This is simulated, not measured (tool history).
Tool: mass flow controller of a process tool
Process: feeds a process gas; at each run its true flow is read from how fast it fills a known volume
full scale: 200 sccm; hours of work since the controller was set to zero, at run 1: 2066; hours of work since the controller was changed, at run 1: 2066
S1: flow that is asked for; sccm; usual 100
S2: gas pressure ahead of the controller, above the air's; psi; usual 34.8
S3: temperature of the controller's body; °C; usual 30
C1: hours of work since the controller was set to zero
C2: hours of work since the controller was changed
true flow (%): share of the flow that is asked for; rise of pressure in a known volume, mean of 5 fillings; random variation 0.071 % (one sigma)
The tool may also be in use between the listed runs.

run 1 hour=0 | S1=100 S2=34.8 S3=30 | C1=2066 C2=2066 | true_flow_(%)=100.01
run 2 hour=121.2 | S1=100 S2=34.8 S3=30 | C1=2156 C2=2156 | true_flow_(%)=99.9
run 3 hour=183.9 | S1=100 S2=34.8 S3=30 | C1=2202 C2=2202 | true_flow_(%)=99.91
run 4 hour=312.9 | S1=100 S2=21.2 S3=30 | C1=2297 C2=2297 | true_flow_(%)=99.46
run 5 hour=386.7 | S1=100 S2=21.2 S3=30 | C1=2351 C2=2351 | true_flow_(%)=99.43
run 6 hour=448.2 | S1=32 S2=21.2 S3=30 | C1=2396 C2=2396 | true_flow_(%)=97.8
run 7 hour=513.5 | S1=86 S2=34.8 S3=30 | C1=2444 C2=2444 | true_flow_(%)=99.88
run 8 hour=582.8 | S1=86 S2=34.8 S3=30 | C1=2495 C2=2495 | true_flow_(%)=99.83
run 9 hour=656.4 | S1=100 S2=30 S3=30 | C1=2549 C2=2549 | true_flow_(%)=99.85
run 10 hour=758 | S1=100 S2=28.6 S3=30 | C1=2624 C2=2624 | true_flow_(%)=99.74
run 11 hour=816.5 | S1=100 S2=28.6 S3=30 | C1=2667 C2=2667 | true_flow_(%)=99.73
run 12 hour=877.1 | S1=100 S2=34.8 S3=30 | C1=2712 C2=2712 | true_flow_(%)=100.01
run 13 hour=994.4 | S1=100 S2=20.3 S3=30 | C1=2798 C2=2798 | true_flow_(%)=99.62
run 14 hour=1047.6 | S1=100 S2=20.3 S3=30 | C1=2837 C2=2837 | true_flow_(%)=99.59
run 15 hour=1110.5 | S1=100 S2=20.3 S3=30 | C1=2883 C2=2883 | true_flow_(%)=99.49
run 16 hour=1201.2 | S1=100 S2=20.6 S3=30 | C1=2950 C2=2950 | true_flow_(%)=99.6
run 17 hour=1318.1 | S1=25 S2=34.8 S3=30 | C1=3036 C2=3036 | true_flow_(%)=97.7
run 18 hour=1408.2 | S1=25 S2=34.8 S3=30 | C1=3102 C2=3102 | true_flow_(%)=97.68
run 19 hour=1469.1 | S1=100 S2=34.8 S3=30 | C1=3147 C2=3147 | true_flow_(%)=100.09
run 20 hour=1560.5 | S1=100 S2=33.6 S3=30 | C1=3214 C2=3214 | true_flow_(%)=100.05
run 21 hour=1643.3 | S1=100 S2=33.6 S3=30 | C1=3275 C2=3275 | true_flow_(%)=100.08
run 22 hour=1741.5 | S1=100 S2=33.6 S3=30 | C1=3347 C2=3347 | true_flow_(%)=100.16
run 23 hour=1819.1 | S1=100 S2=33.6 S3=30 | C1=3404 C2=3404 | true_flow_(%)=100.16
run 24 hour=1892.2 | S1=100 S2=34.8 S3=30 | C1=3458 C2=3458 | true_flow_(%)=100.09
run 25 hour=1995.6 | S1=100 S2=33.1 S3=40 | C1=3534 C2=3534 | true_flow_(%)=101.07
run 26 hour=2110 | S1=100 S2=33.1 S3=40 | C1=3618 C2=3618 | true_flow_(%)=101.06
run 27 hour=2234.7 | S1=73 S2=33.1 S3=27 | C1=3710 C2=3710 | true_flow_(%)=99.35
run 28 hour=2365.2 | S1=35 S2=26 S3=39 | C1=3806 C2=3806 | true_flow_(%)=98.85
run 29 hour=2488.6 | S1=35 S2=23.9 S3=35 | C1=3897 C2=3897 | true_flow_(%)=98.32
-- hour=2498.4 controller's zero set anew
run 30 hour=2572.1 | S1=175 S2=36.8 S3=31 | C1=54 C2=3958 | true_flow_(%)=101.37
run 31 hour=2660.4 | S1=24 S2=31.5 S3=27 | C1=119 C2=4023 | true_flow_(%)=95.43
run 32 hour=2790 | S1=24 S2=31.5 S3=27 | C1=215 C2=4118 | true_flow_(%)=95.39
run 33 hour=2909.8 | S1=24 S2=31.5 S3=27 | C1=303 C2=4206 | true_flow_(%)=95.37
-- hour=2927.5 controller's zero set anew, once more
run 34 hour=3004.6 | S1=106 S2=34.8 S3=38 | C1=57 C2=4276 | true_flow_(%)=102.01
run 35 hour=3113.7 | S1=143 S2=40 S3=22 | C1=137 C2=4356 | true_flow_(%)=100.93
run 36 hour=3233 | S1=143 S2=40 S3=22 | C1=225 C2=4444 | true_flow_(%)=100.89
run 37 hour=3342.6 | S1=35 S2=40 S3=20 | C1=305 C2=4524 | true_flow_(%)=99.33
run 38 hour=3454.3 | S1=100 S2=29 S3=20 | C1=387 C2=4606 | true_flow_(%)=99.95
run 39 hour=3534.6 | S1=100 S2=27.6 S3=24 | C1=446 C2=4665 | true_flow_(%)=100.21
run 40 hour=3656.7 | S1=127 S2=36.7 S3=30 | C1=536 C2=4755 | true_flow_(%)=101.47
run 41 hour=3744.9 | S1=127 S2=36.7 S3=30 | C1=601 C2=4820 | true_flow_(%)=101.46
run 42 hour=3834.2 | S1=94 S2=35.5 S3=21 | C1=667 C2=4886 | true_flow_(%)=100.19
run 43 hour=3917.7 | S1=94 S2=23.9 S3=23 | C1=728 C2=4947 | true_flow_(%)=99.9
run 44 hour=3995.1 | S1=26 S2=23.9 S3=28 | C1=785 C2=5004 | true_flow_(%)=99.22
run 45 hour=4063.5 | S1=71 S2=32.6 S3=30 | C1=835 C2=5054 | true_flow_(%)=100.62
run 46 hour=4176.5 | S1=51 S2=26.5 S3=23 | C1=919 C2=5138 | true_flow_(%)=99.38
run 47 hour=4235.5 | S1=51 S2=26.5 S3=23 | C1=962 C2=5181 | true_flow_(%)=99.41
run 48 hour=4338.2 | S1=68 S2=33.4 S3=34 | C1=1037 C2=5256 | true_flow_(%)=101.03

Forecast each of these 4 alternatives for the next run:
run A hour=4402.8 | S1=68 S2=21.8 S3=34 | C1=1085 C2=5304 | true_flow_(%)=?
run B hour=4402.8 | S1=32 S2=34.8 S3=27 | C1=1085 C2=5304 | true_flow_(%)=?
run C hour=4402.8 | S1=29 S2=21.3 S3=35 | C1=1085 C2=5304 | true_flow_(%)=?
run D hour=4402.8 | S1=79 S2=40 S3=36 | C1=1085 C2=5304 | true_flow_(%)=?

run=A true_flow_(%)=100.61
run=B true_flow_(%)=99.58
run=C true_flow_(%)=99.9
run=D true_flow_(%)=101.7
Without the tool's hidden state the same runs would have given:
run=A true_flow_(%)=99.02
run=B true_flow_(%)=98.35
run=C true_flow_(%)=98.75
run=D true_flow_(%)=100.07
